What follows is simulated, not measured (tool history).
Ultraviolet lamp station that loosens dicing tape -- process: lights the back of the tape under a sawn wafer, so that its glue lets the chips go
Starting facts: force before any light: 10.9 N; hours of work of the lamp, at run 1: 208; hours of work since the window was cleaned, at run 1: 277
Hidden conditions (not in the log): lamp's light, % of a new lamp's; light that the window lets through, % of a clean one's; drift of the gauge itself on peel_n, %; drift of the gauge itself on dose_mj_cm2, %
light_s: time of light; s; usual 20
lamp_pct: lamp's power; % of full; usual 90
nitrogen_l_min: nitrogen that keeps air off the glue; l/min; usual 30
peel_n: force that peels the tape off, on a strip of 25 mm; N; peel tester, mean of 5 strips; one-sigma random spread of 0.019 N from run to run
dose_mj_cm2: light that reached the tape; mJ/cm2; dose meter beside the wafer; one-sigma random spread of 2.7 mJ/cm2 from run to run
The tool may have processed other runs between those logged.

run,hour,light_s,lamp_pct,nitrogen_l_min,hours of work of the lamp,hours of work since the window was cleaned,peel_n,dose_mj_cm2
1,0,20,90,30,208,277,0.933,377
# hour 8.6: window cleaned of glue's vapour
2,10.1,20,90,30,212,1,0.925,375
3,19.5,20,90,30,216,5,0.911,375
4,28.9,20,90,30,220,9,0.923,377
5,42.4,20,90,30,226,15,0.902,380
6,52.3,20,90,30,231,19,0.901,373
7,63.5,20,90,30,236,24,0.922,379
8,72.1,20,89,30,239,28,0.9,372
9,79.6,20,89,30,243,31,0.929,371
10,88.8,20,89,30,247,35,0.943,374
11,99.4,20,89,30,251,40,0.957,374
12,110.6,20,89,30,256,45,0.931,372
13,117.7,20,89,30,259,48,0.935,371
14,123.5,20,80,30,262,51,1.176,336
15,131.9,20,73,30,266,54,1.442,307
16,143,20,73,30,271,59,1.407,305
17,151.8,20,73,30,274,63,1.446,305
18,165,20,73,30,280,69,1.427,306
19,176.7,20,73,26,285,74,1.568,304
20,183.2,11,73,26,288,77,3.78,166
21,189.2,15,90,30,291,80,1.599,281
22,202.5,15,90,30,297,86,1.676,284
23,209.4,38,90,50,300,89,0.127,716
24,219.9,38,90,50,305,93,0.126,713
25,226.1,20,90,46,307,96,0.662,377
26,234.1,20,90,46,311,99,0.647,370
27,248.6,11,76,54,317,106,2.671,173
28,262.8,20,90,21,323,112,1.217,378
29,269.4,20,90,21,326,115,1.183,378
30,275.8,16,83,9,329,118,3.398,281
31,286.8,16,63,12,334,123,4.089,211
32,301.3,16,63,12,340,129,3.987,210
33,314.8,16,63,12,346,135,3.912,209
34,322.8,16,63,12,350,139,4.042,209
35,332.2,16,63,12,354,143,3.978,211
36,346.3,16,63,12,360,149,4.044,211
37,354.1,21,69,19,364,152,1.971,301
38,363.6,21,69,19,368,157,1.963,302
39,374.8,20,76,19,373,162,1.886,320
40,386,20,76,19,378,166,1.816,319
41,399.8,17,94,16,384,173,1.844,332
42,408.6,31,75,28,388,176,0.51,491
43,420.3,12,60,12,393,182,5.121,150
44,434.2,23,75,15,399,188,1.722,361

Consider 3 possible next runs. They are alternatives, not a sequence: every one starts from the tool as it was left by run 44. What does each give?
A,443.5,20,69,30,403,192,?,?
B,443.5,23,79,12,403,192,?,?
C,443.5,20,90,46,403,192,?,?

run,peel_n,dose_mj_cm2
A,1.614,290
B,1.791,380
C,0.653,378
Without the tool's unlogged condition, the same runs would have read:
run,peel_n,dose_mj_cm2
A,1.612,290
B,1.789,380
C,0.652,379

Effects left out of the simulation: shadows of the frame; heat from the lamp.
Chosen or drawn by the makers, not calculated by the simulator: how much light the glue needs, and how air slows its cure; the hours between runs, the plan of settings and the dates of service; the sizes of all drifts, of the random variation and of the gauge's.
